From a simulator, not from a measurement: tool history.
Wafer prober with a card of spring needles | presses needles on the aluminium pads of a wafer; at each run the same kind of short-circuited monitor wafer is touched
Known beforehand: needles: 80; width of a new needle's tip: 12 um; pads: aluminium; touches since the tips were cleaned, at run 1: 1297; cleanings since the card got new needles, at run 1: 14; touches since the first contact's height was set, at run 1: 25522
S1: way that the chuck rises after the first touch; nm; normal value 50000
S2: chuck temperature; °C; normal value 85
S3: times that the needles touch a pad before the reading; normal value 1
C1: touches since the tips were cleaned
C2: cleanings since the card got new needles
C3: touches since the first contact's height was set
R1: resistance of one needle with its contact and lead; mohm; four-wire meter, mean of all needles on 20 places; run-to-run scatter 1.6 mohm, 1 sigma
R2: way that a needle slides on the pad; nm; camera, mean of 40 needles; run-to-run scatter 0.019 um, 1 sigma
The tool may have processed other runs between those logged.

run,hour,S1,S2,S3,C1,C2,C3,R1,R2
1,0,50000,85,1,1297,14,25522,154,7710
# hour 17.4: tips cleaned on abrasive film
2,28.4,50000,85,1,3659,15,34913,157,7740
# hour 38.9: tips cleaned on abrasive film
3,51,50000,85,1,4020,16,42390,155,7730
# hour 60.6: tips cleaned on abrasive film
4,79,50000,85,1,6103,17,51663,153,7720
# hour 83: tips cleaned on abrasive film
# hour 104.7: tips cleaned on abrasive film
5,112.1,50000,85,1,2440,19,62582,158,7770
# hour 127.8: tips cleaned on abrasive film
6,130.8,50000,85,1,1013,20,68783,154,7730
# hour 150.8: tips cleaned on abrasive film
7,150.8,50000,86,1,0,21,75368,155,7740
8,169.9,50000,86,1,6363,21,81731,154,7790
# hour 173.1: tips cleaned on abrasive film
9,191.4,50000,32,1,6069,22,88823,140,7740
# hour 194.2: tips cleaned on abrasive film
# hour 198.9: height of the first contact set anew
# hour 217.4: tips cleaned on abrasive film
10,227,50000,32,1,3200,24,9314,142,7790
# hour 238.4: tips cleaned on abrasive film
11,255.5,43000,31,1,5708,25,18762,147,6670
# hour 259.7: tips cleaned on abrasive film
12,272,50000,35,2,4086,26,24185,148,7770
# hour 281.4: tips cleaned on abrasive film
13,295.7,50000,35,2,4759,27,32050,145,7760
# hour 304.4: tips cleaned on abrasive film
14,314.7,50000,31,1,3437,28,38319,143,7800
# hour 328.3: tips cleaned on abrasive film
15,337.1,50000,31,1,2930,29,45720,145,7800

Some steps in R2 between neighbouring runs. How much of each would the tool show without its hidden state too (settings, what came in, random variation), and how much is left for the hidden state, with any gauge scatter that isn't in both results?
The tool's hidden condition here consists of: debris on the tips, nm; way that the needles fall short of the set height, um; tips' diameter, um; drift of the gauge itself on contact_mohm, %; drift of the gauge itself on scrub_um, %.
Run 4 -> 5: tips cleaned on abrasive film, tips cleaned on abrasive film. R2 +50 nm: hidden state +20, all else +30.
Run 10 -> 11: S1 50000 -> 43000, S2 32 -> 31, tips cleaned on abrasive film. R2 -1120 nm: hidden state +0, all else -1120.
